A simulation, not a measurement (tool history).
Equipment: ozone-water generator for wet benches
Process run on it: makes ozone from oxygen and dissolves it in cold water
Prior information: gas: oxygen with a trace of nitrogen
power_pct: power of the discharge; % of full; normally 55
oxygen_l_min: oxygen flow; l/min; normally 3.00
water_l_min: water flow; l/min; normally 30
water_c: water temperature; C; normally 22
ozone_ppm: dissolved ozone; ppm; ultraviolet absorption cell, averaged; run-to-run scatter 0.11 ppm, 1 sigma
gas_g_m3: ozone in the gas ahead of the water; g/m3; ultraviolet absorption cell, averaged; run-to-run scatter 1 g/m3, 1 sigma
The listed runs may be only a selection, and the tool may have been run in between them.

Run 1, hour 0.0: usual settings. Result: ozone_ppm 8.6 ppm, gas_g_m3 163.4 g/m3.
Run 2, hour 78.3: usual settings. Result: ozone_ppm 8.5 ppm, gas_g_m3 164.4 g/m3.
Run 3, hour 111.1: usual settings. Result: ozone_ppm 8.5 ppm, gas_g_m3 165.3 g/m3.
Run 4, hour 177.4: usual settings. Result: ozone_ppm 8.4 ppm, gas_g_m3 164.8 g/m3.
Run 5, hour 253.7: usual settings. Result: ozone_ppm 8.4 ppm, gas_g_m3 164.3 g/m3.
Run 6, hour 308.7: usual settings. Result: ozone_ppm 8.6 ppm, gas_g_m3 165.4 g/m3.
Run 7, hour 379.1: usual settings but power_pct 51 % of full, oxygen_l_min 3.72 l/min, water_l_min 18 l/min, water_c 24 C. Result: ozone_ppm 13.1 ppm, gas_g_m3 144.1 g/m3.
Run 8, hour 424.2: usual settings but power_pct 88 % of full, oxygen_l_min 4.19 l/min, water_l_min 36 l/min, water_c 30 C. Result: ozone_ppm 10.2 ppm, gas_g_m3 208.0 g/m3.
Run 9, hour 492.8: usual settings but power_pct 59 % of full, oxygen_l_min 4.19 l/min, water_l_min 23 l/min, water_c 30 C. Result: ozone_ppm 11.5 ppm, gas_g_m3 154.3 g/m3.
Run 10, hour 563.3: usual settings but power_pct 61 % of full, oxygen_l_min 2.41 l/min, water_c 21 C. Result: ozone_ppm 8.6 ppm, gas_g_m3 192.4 g/m3.
Run 11, hour 632.1: usual settings but water_l_min 22 l/min, water_c 27 C. Result: ozone_ppm 10.6 ppm, gas_g_m3 164.6 g/m3.
Run 12, hour 692.8: usual settings but water_l_min 22 l/min, water_c 27 C. Result: ozone_ppm 10.7 ppm, gas_g_m3 163.7 g/m3.

Put back what was entered between runs (2 entries, withheld): which listed runs does each sit between, and how does the hidden state differ from the listed run before to the listed run after?
Logged between run 6 and run 7: water thermometer calibrated (hour 315.5)
  yield of the discharge, % of new electrodes': 94.6 -> 94.4; contactor's efficiency, % of a clean one's: 91.3 -> 91.1; true water temperature over the reading, C: 0.52 -> 0.74
  measured minus no-state result, ozone_ppm: -0.9 -> -1.3 ppm; gas_g_m3: -7.6 -> -6.4 g/m3
Logged between run 10 and run 11: water thermometer calibrated, once more (hour 581.3)
  yield of the discharge, % of new electrodes': 94 -> 93.8; contactor's efficiency, % of a clean one's: 90.8 -> 90.7; true water temperature over the reading, C: 0.76 -> 0.05
  measured minus no-state result, ozone_ppm: -1.0 -> -1.1 ppm; gas_g_m3: -11.0 -> -8.7 g/m3
